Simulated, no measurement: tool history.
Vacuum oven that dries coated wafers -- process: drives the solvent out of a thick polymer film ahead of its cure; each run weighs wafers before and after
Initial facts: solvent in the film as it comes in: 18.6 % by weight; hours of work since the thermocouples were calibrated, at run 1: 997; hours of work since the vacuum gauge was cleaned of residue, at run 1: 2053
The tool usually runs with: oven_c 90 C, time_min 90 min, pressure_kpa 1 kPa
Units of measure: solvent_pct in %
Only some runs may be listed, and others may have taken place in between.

run,hour,oven_c,time_min,pressure_kpa,hours of work since the thermocouples were calibrated,hours of work since the vacuum gauge was cleaned of residue,solvent_pct
1,0,90,90,1,997,2053,1.43
2,77.8,90,90,1,1029,2085,1.47
3,165.9,90,90,1,1066,2122,1.48
4,293.8,90,90,1,1119,2175,1.49
5,378.2,90,92,1,1154,2211,1.43
6,503.6,90,92,1,1206,2263,1.42
7,618.8,90,90,1,1254,2311,1.42
8,673.1,90,90,1,1277,2333,1.44
# hour 682.7: oven's thermocouples calibrated
# hour 738.7: vacuum gauge cleaned of residue and calibrated
9,767.7,90,90,1,35,12,0.85
10,834.2,90,90,1,62,40,0.86
11,918.5,87,90,1,98,75,1.18
12,1046.6,90,90,1,151,128,0.82
# hour 1098.1: oven's thermocouples calibrated, once more
13,1107.6,90,90,1,4,153,1.25
14,1170.4,103,90,1,30,179,0.35
15,1249.3,101,90,1,63,212,0.43
16,1302.6,81,97,1,85,234,2.8
17,1412.2,90,83,0.88,131,280,1.43
18,1470.2,101,113,1.29,155,304,0.5
19,1536.9,90,52,2.62,183,331,3.75
20,1628.6,90,52,2.62,221,370,3.74
21,1720.3,88,90,1.18,259,408,1.61
22,1841.8,85,90,1.18,310,458,2.22
23,1895.2,85,90,1.18,332,481,2.21
24,1983.8,76,90,1.18,369,518,4.64
25,2082,90,46,3.35,410,558,4.52
26,2192.2,96,77,1,456,604,0.84
27,2288.1,92,124,3.47,495,644,1.77
28,2348.2,92,124,3.47,520,669,1.74
29,2423.8,92,124,3.47,552,701,1.74
30,2495.8,92,124,3.47,582,731,1.74

Below are 4 alternative next runs, each starting from the tool's condition after run 30. Predict each:
A,2621.3,92,113,1.09,634,783,?
B,2621.3,105,124,2.49,634,783,?
C,2621.3,92,124,1.16,634,783,?
D,2621.3,92,126,0.55,634,783,?

run,solvent_pct
A,0.83
B,0.77
C,0.74
D,0.5
Without the tool's hidden state the same runs would have given:
run,solvent_pct
A,0.76
B,0.7
C,0.65
D,0.4

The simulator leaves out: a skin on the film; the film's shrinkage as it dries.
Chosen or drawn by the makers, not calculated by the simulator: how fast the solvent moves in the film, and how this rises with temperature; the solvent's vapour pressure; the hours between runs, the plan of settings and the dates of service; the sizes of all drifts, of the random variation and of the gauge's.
